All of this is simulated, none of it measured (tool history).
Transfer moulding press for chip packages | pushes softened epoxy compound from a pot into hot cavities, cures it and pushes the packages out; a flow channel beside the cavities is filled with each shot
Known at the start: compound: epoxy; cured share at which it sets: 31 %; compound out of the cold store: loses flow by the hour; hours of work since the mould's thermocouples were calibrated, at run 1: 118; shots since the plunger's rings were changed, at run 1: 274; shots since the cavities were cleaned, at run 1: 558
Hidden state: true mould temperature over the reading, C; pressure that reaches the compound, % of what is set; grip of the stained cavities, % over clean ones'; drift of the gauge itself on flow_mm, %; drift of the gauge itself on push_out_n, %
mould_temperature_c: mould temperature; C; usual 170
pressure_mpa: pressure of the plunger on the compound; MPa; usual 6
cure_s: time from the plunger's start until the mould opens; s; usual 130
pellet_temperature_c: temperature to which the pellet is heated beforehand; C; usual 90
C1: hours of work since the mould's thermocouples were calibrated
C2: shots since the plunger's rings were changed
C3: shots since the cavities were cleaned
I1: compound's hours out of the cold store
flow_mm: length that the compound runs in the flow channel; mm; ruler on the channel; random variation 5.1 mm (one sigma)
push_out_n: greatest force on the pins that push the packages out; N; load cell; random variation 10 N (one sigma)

{"run": 1, "day": 0.0, "mould_temperature_c": 170, "pressure_mpa": 6, "cure_s": 130, "pellet_temperature_c": 90, "C1": 118, "C2": 274, "C3": 558, "I1": 41.9, "flow_mm": 501, "push_out_n": 640}
{"run": 2, "day": 2.8, "mould_temperature_c": 170, "pressure_mpa": 6, "cure_s": 153, "pellet_temperature_c": 90, "C1": 150, "C2": 732, "C3": 1016, "I1": 43.4, "flow_mm": 490, "push_out_n": 664}
{"day": 3.675, "done": "cavities cleaned with cleaning compound and waxed"}
{"run": 3, "day": 5.096, "mould_temperature_c": 170, "pressure_mpa": 6, "cure_s": 153, "pellet_temperature_c": 90, "C1": 175, "C2": 1097, "C3": 232, "I1": 44.2, "flow_mm": 492, "push_out_n": 819}
{"run": 4, "day": 7.388, "mould_temperature_c": 170, "pressure_mpa": 6, "cure_s": 153, "pellet_temperature_c": 90, "C1": 201, "C2": 1472, "C3": 607, "I1": 19.4, "flow_mm": 549, "push_out_n": 785}
{"run": 5, "day": 9.925, "mould_temperature_c": 170, "pressure_mpa": 6, "cure_s": 153, "pellet_temperature_c": 90, "C1": 230, "C2": 1888, "C3": 1023, "I1": 25.6, "flow_mm": 537, "push_out_n": 810}
{"day": 10.842, "done": "cavities cleaned with cleaning compound and waxed"}
{"run": 6, "day": 13.796, "mould_temperature_c": 170, "pressure_mpa": 6, "cure_s": 115, "pellet_temperature_c": 90, "C1": 273, "C2": 2510, "C3": 483, "I1": 37.5, "flow_mm": 493, "push_out_n": 732}
{"day": 15.217, "done": "cavities cleaned with cleaning compound and waxed, once more"}
{"run": 7, "day": 17.2, "mould_temperature_c": 170, "pressure_mpa": 6, "cure_s": 130, "pellet_temperature_c": 90, "C1": 311, "C2": 3057, "C3": 324, "I1": 45.6, "flow_mm": 464, "push_out_n": 594}
{"run": 8, "day": 20.517, "mould_temperature_c": 170, "pressure_mpa": 6, "cure_s": 130, "pellet_temperature_c": 90, "C1": 349, "C2": 3600, "C3": 867, "I1": 35.5, "flow_mm": 484, "push_out_n": 719}
{"day": 21.458, "done": "plunger's sealing rings changed"}
{"day": 22.5, "done": "cavities cleaned with cleaning compound and waxed"}
{"run": 9, "day": 23.338, "mould_temperature_c": 176, "pressure_mpa": 6, "cure_s": 130, "pellet_temperature_c": 90, "C1": 379, "C2": 297, "C3": 137, "I1": 16.4, "flow_mm": 555, "push_out_n": 474}
{"run": 10, "day": 27.021, "mould_temperature_c": 176, "pressure_mpa": 6, "cure_s": 130, "pellet_temperature_c": 90, "C1": 421, "C2": 899, "C3": 739, "I1": 27.9, "flow_mm": 519, "push_out_n": 659}
{"day": 29.642, "done": "cavities cleaned with cleaning compound and waxed"}
{"run": 11, "day": 29.862, "mould_temperature_c": 176, "pressure_mpa": 6, "cure_s": 130, "pellet_temperature_c": 97, "C1": 453, "C2": 1354, "C3": 36, "I1": 24.8, "flow_mm": 522, "push_out_n": 432}
{"run": 12, "day": 33.796, "mould_temperature_c": 176, "pressure_mpa": 6, "cure_s": 130, "pellet_temperature_c": 97, "C1": 497, "C2": 1998, "C3": 680, "I1": 26.2, "flow_mm": 510, "push_out_n": 621}
{"run": 13, "day": 35.529, "mould_temperature_c": 170, "pressure_mpa": 6, "cure_s": 133, "pellet_temperature_c": 94, "C1": 517, "C2": 2281, "C3": 963, "I1": 30.3, "flow_mm": 517, "push_out_n": 710}
{"day": 36.783, "done": "cavities cleaned with cleaning compound and waxed"}
{"run": 14, "day": 38.925, "mould_temperature_c": 170, "pressure_mpa": 6, "cure_s": 133, "pellet_temperature_c": 94, "C1": 555, "C2": 2827, "C3": 351, "I1": 47.9, "flow_mm": 470, "push_out_n": 589}
{"run": 15, "day": 41.108, "mould_temperature_c": 170, "pressure_mpa": 6, "cure_s": 133, "pellet_temperature_c": 94, "C1": 580, "C2": 3184, "C3": 708, "I1": 15.9, "flow_mm": 526, "push_out_n": 717}
{"day": 43.95, "done": "cavities cleaned with cleaning compound and waxed"}
{"day": 44.542, "done": "plunger's sealing rings changed"}
{"run": 16, "day": 44.542, "mould_temperature_c": 170, "pressure_mpa": 7.45, "cure_s": 121, "pellet_temperature_c": 83, "C1": 617, "C2": 0, "C3": 79, "I1": 32.3, "flow_mm": 579, "push_out_n": 543}
{"run": 17, "day": 48.108, "mould_temperature_c": 167, "pressure_mpa": 6.49, "cure_s": 130, "pellet_temperature_c": 90, "C1": 657, "C2": 584, "C3": 663, "I1": 15.2, "flow_mm": 599, "push_out_n": 811}
{"run": 18, "day": 50.942, "mould_temperature_c": 170, "pressure_mpa": 6, "cure_s": 139, "pellet_temperature_c": 90, "C1": 690, "C2": 1048, "C3": 1127, "I1": 18.7, "flow_mm": 551, "push_out_n": 711}
{"day": 51.358, "done": "cavities cleaned with cleaning compound and waxed"}
{"run": 19, "day": 54.242, "mould_temperature_c": 170, "pressure_mpa": 6, "cure_s": 139, "pellet_temperature_c": 90, "C1": 726, "C2": 1577, "C3": 471, "I1": 40.9, "flow_mm": 496, "push_out_n": 597}
{"run": 20, "day": 56.212, "mould_temperature_c": 170, "pressure_mpa": 6, "cure_s": 139, "pellet_temperature_c": 90, "C1": 749, "C2": 1900, "C3": 794, "I1": 38.1, "flow_mm": 498, "push_out_n": 664}
{"day": 58.421, "done": "cavities cleaned with cleaning compound and waxed"}
{"run": 21, "day": 58.621, "mould_temperature_c": 170, "pressure_mpa": 6, "cure_s": 139, "pellet_temperature_c": 90, "C1": 776, "C2": 2283, "C3": 32, "I1": 12.3, "flow_mm": 561, "push_out_n": 464}
{"run": 22, "day": 61.783, "mould_temperature_c": 166, "pressure_mpa": 5.76, "cure_s": 130, "pellet_temperature_c": 90, "C1": 811, "C2": 2801, "C3": 550, "I1": 33.6, "flow_mm": 498, "push_out_n": 789}
{"day": 65.554, "done": "cavities cleaned with cleaning compound and waxed"}
{"run": 23, "day": 65.792, "mould_temperature_c": 166, "pressure_mpa": 5.76, "cure_s": 130, "pellet_temperature_c": 90, "C1": 856, "C2": 3446, "C3": 39, "I1": 15.1, "flow_mm": 542, "push_out_n": 569}
{"day": 66.996, "done": "mould's thermocouples calibrated"}
{"day": 67.65, "done": "plunger's sealing rings changed"}
{"run": 24, "day": 68.879, "mould_temperature_c": 177, "pressure_mpa": 7.34, "cure_s": 116, "pellet_temperature_c": 97, "C1": 20, "C2": 202, "C3": 514, "I1": 15.8, "flow_mm": 622, "push_out_n": 618}

Hidden state at the last listed run before each entry between runs and at the first one after, where it differs:
Between runs 2 and 3: cavities cleaned with cleaning compound and waxed (day 3.675)
  true mould temperature over the reading, C: 0 -> 0.03; pressure that reaches the compound, % of what is set: 97.73 -> 96.72; grip of the stained cavities, % over clean ones': 63 -> 92.2
  measured less the result without the state, flow_mm: -6 -> -8 mm; push_out_n: +256 -> +394 N
Between runs 5 and 6: cavities cleaned with cleaning compound and waxed (day 10.842)
  true mould temperature over the reading, C: 0.1 -> 0.16; pressure that reaches the compound, % of what is set: 94.24 -> 92.14; grip of the stained cavities, % over clean ones': 91.4 -> 41.1
  measured less the result without the state, flow_mm: -16 -> -21 mm; push_out_n: +385 -> +208 N
Between runs 6 and 7: cavities cleaned with cleaning compound and waxed, once more (day 15.217)
  true mould temperature over the reading, C: 0.16 -> 0.22; pressure that reaches the compound, % of what is set: 92.14 -> 90.31; grip of the stained cavities, % over clean ones': 41.1 -> 30.6
  measured less the result without the state, flow_mm: -21 -> -25 mm; push_out_n: +208 -> +136 N
Between runs 8 and 9: plunger's sealing rings changed (day 21.458); cavities cleaned with cleaning compound and waxed (day 22.5)
  true mould temperature over the reading, C: 0.27 -> 0.31; pressure that reaches the compound, % of what is set: 88.54 -> 98.64; grip of the stained cavities, % over clean ones': 59.6 -> 14.9
  measured less the result without the state, flow_mm: -32 -> -5 mm; push_out_n: +263 -> +60 N
Between runs 10 and 11: cavities cleaned with cleaning compound and waxed (day 29.642)
  true mould temperature over the reading, C: 0.37 -> 0.41; pressure that reaches the compound, % of what is set: 96.66 -> 95.21; grip of the stained cavities, % over clean ones': 53.9 -> 4.9
  measured less the result without the state, flow_mm: -9 -> -14 mm; push_out_n: +228 -> +19 N
Between runs 13 and 14: cavities cleaned with cleaning compound and waxed (day 36.783)
  true mould temperature over the reading, C: 0.5 -> 0.55; pressure that reaches the compound, % of what is set: 92 -> 90.27; grip of the stained cavities, % over clean ones': 62.6 -> 32.1
  measured less the result without the state, flow_mm: -23 -> -26 mm; push_out_n: +268 -> +138 N
Between runs 15 and 16: cavities cleaned with cleaning compound and waxed (day 43.95); plunger's sealing rings changed (day 44.542)
  true mould temperature over the reading, C: 0.59 -> 0.64; pressure that reaches the compound, % of what is set: 89.12 -> 99.33; grip of the stained cavities, % over clean ones': 53.1 -> 8.6
  measured less the result without the state, flow_mm: -33 -> -3 mm; push_out_n: +239 -> +29 N
Between runs 18 and 19: cavities cleaned with cleaning compound and waxed (day 51.358)
  true mould temperature over the reading, C: 0.75 -> 0.8; pressure that reaches the compound, % of what is set: 96.05 -> 94.42; grip of the stained cavities, % over clean ones': 68.7 -> 39.9
  measured less the result without the state, flow_mm: -13 -> -16 mm; push_out_n: +284 -> +163 N
Between runs 20 and 21: cavities cleaned with cleaning compound and waxed (day 58.421)
  true mould temperature over the reading, C: 0.83 -> 0.87; pressure that reaches the compound, % of what is set: 93.55 -> 92.41; grip of the stained cavities, % over clean ones': 57.4 -> 7.4
  measured less the result without the state, flow_mm: -19 -> -25 mm; push_out_n: +235 -> +24 N
Between runs 22 and 23: cavities cleaned with cleaning compound and waxed (day 65.554)
  true mould temperature over the reading, C: 0.93 -> 0.99; pressure that reaches the compound, % of what is set: 90.73 -> 88.56; grip of the stained cavities, % over clean ones': 47.2 -> 7.7
  measured less the result without the state, flow_mm: -27 -> -37 mm; push_out_n: +227 -> +10 N
Between runs 23 and 24: mould's thermocouples calibrated (day 66.996); plunger's sealing rings changed (day 67.65)
  true mould temperature over the reading, C: 0.99 -> -0.09; pressure that reaches the compound, % of what is set: 88.56 -> 99.21; grip of the stained cavities, % over clean ones': 7.7 -> 44.5
  measured less the result without the state, flow_mm: -37 -> -2 mm; push_out_n: +10 -> +189 N
